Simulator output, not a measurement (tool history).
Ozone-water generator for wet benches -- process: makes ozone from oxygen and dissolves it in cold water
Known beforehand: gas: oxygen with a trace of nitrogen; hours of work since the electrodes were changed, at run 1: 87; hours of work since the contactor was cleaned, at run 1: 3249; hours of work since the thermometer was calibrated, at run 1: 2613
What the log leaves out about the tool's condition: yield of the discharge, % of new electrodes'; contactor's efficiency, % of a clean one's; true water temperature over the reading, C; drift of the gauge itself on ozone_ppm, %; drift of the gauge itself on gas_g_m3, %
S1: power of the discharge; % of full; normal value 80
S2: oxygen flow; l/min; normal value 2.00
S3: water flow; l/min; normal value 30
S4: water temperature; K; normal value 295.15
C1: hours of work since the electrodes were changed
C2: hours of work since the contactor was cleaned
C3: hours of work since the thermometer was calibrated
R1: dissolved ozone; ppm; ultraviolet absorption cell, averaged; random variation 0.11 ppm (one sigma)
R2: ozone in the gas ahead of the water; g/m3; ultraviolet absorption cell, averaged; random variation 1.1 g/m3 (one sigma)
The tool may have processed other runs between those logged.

run 1 day=0.000 | S1=80 S2=2.00 S3=30 S4=295.15 | C1=87 C2=3249 C3=2613 | R1=5.9 R2=198.4
run 2 day=4.612 | S1=80 S2=2.00 S3=30 S4=295.15 | C1=154 C2=3316 C3=2680 | R1=6.0 R2=199.9
run 3 day=9.167 | S1=80 S2=2.00 S3=30 S4=300.15 | C1=220 C2=3382 C3=2747 | R1=5.7 R2=197.4
run 4 day=11.588 | S1=80 S2=1.86 S3=30 S4=295.15 | C1=255 C2=3417 C3=2782 | R1=5.7 R2=203.2
run 5 day=15.608 | S1=80 S2=2.00 S3=30 S4=295.15 | C1=313 C2=3475 C3=2840 | R1=5.8 R2=199.3
run 6 day=18.292 | S1=80 S2=2.00 S3=30 S4=295.15 | C1=352 C2=3514 C3=2879 | R1=5.9 R2=199.0
run 7 day=22.554 | S1=80 S2=2.00 S3=30 S4=295.15 | C1=414 C2=3576 C3=2941 | R1=5.8 R2=197.7
run 8 day=27.629 | S1=80 S2=2.00 S3=30 S4=295.15 | C1=488 C2=3650 C3=3015 | R1=5.8 R2=195.3
run 9 day=31.742 | S1=80 S2=2.52 S3=30 S4=295.15 | C1=548 C2=3710 C3=3074 | R1=6.3 R2=179.5
run 10 day=33.950 | S1=80 S2=2.00 S3=30 S4=295.15 | C1=580 C2=3742 C3=3106 | R1=5.8 R2=195.8
-- day=37.721 contactor cleaned
run 11 day=37.804 | S1=80 S2=1.10 S3=30 S4=295.15 | C1=633 C2=1 C3=3160 | R1=4.8 R2=243.0
run 12 day=41.954 | S1=80 S2=2.70 S3=30 S4=295.15 | C1=694 C2=61 C3=3220 | R1=6.9 R2=171.8
run 13 day=44.783 | S1=80 S2=2.00 S3=30 S4=295.15 | C1=735 C2=103 C3=3261 | R1=6.0 R2=194.9
run 14 day=49.333 | S1=80 S2=2.00 S3=30 S4=295.15 | C1=801 C2=169 C3=3327 | R1=6.1 R2=195.1
run 15 day=51.496 | S1=80 S2=2.00 S3=30 S4=295.15 | C1=832 C2=200 C3=3359 | R1=5.9 R2=192.7
run 16 day=53.654 | S1=80 S2=2.00 S3=30 S4=295.15 | C1=863 C2=231 C3=3390 | R1=6.2 R2=192.3
run 17 day=56.238 | S1=55 S2=2.00 S3=27 S4=295.15 | C1=901 C2=269 C3=3427 | R1=4.8 R2=137.7
run 18 day=60.442 | S1=55 S2=2.00 S3=27 S4=295.15 | C1=962 C2=330 C3=3488 | R1=4.9 R2=137.5
run 19 day=63.254 | S1=80 S2=2.00 S3=19 S4=301.15 | C1=1003 C2=371 C3=3529 | R1=9.4 R2=189.6
run 20 day=66.454 | S1=80 S2=2.00 S3=19 S4=301.15 | C1=1049 C2=417 C3=3576 | R1=9.4 R2=190.3
run 21 day=69.392 | S1=80 S2=2.00 S3=19 S4=301.15 | C1=1092 C2=460 C3=3618 | R1=9.3 R2=189.2
run 22 day=73.958 | S1=57 S2=2.00 S3=19 S4=295.15 | C1=1158 C2=526 C3=3685 | R1=7.4 R2=142.1
run 23 day=78.733 | S1=82 S2=3.16 S3=30 S4=295.15 | C1=1228 C2=595 C3=3754 | R1=7.1 R2=161.7
run 24 day=81.867 | S1=82 S2=3.16 S3=30 S4=295.15 | C1=1273 C2=641 C3=3800 | R1=7.3 R2=160.3
run 25 day=84.288 | S1=82 S2=3.16 S3=30 S4=295.15 | C1=1308 C2=676 C3=3835 | R1=7.2 R2=161.2
run 26 day=88.383 | S1=63 S2=2.70 S3=24 S4=299.15 | C1=1368 C2=736 C3=3894 | R1=6.6 R2=135.9
run 27 day=90.700 | S1=63 S2=2.70 S3=21 S4=299.15 | C1=1401 C2=769 C3=3928 | R1=7.4 R2=137.2
run 28 day=92.792 | S1=63 S2=1.22 S3=24 S4=299.15 | C1=1432 C2=799 C3=3958 | R1=4.7 R2=183.0
run 29 day=95.167 | S1=79 S2=2.36 S3=43 S4=300.15 | C1=1466 C2=834 C3=3993 | R1=4.1 R2=174.4
run 30 day=99.479 | S1=79 S2=1.81 S3=43 S4=300.15 | C1=1529 C2=897 C3=4055 | R1=3.5 R2=188.9
run 31 day=102.233 | S1=49 S2=1.56 S3=33 S4=298.15 | C1=1569 C2=937 C3=4095 | R1=3.0 R2=135.2

Some steps in R1 between neighbouring runs. How much of each would the tool show without its hidden state too (settings, what came in, random variation), and how much is left for the hidden state, with any gauge scatter that isn't in both results?
Run 10 -> 11: S2 2.00 -> 1.10, contactor cleaned. R1 -1.0 ppm: hidden state +0.4, all else -1.4.
Run 11 -> 12: S2 1.10 -> 2.70. R1 +2.1 ppm: hidden state -0.1, all else +2.2.
Run 18 -> 19: S1 55 -> 80, S3 27 -> 19, S4 295.15 -> 301.15. R1 +4.5 ppm: hidden state -0.6, all else +5.1.
Run 21 -> 22: S1 80 -> 57, S4 301.15 -> 295.15. R1 -1.9 ppm: hidden state +0.3, all else -2.2.
Run 27 -> 28: S2 2.70 -> 1.22, S3 21 -> 24. R1 -2.7 ppm: hidden state +0.2, all else -2.9.
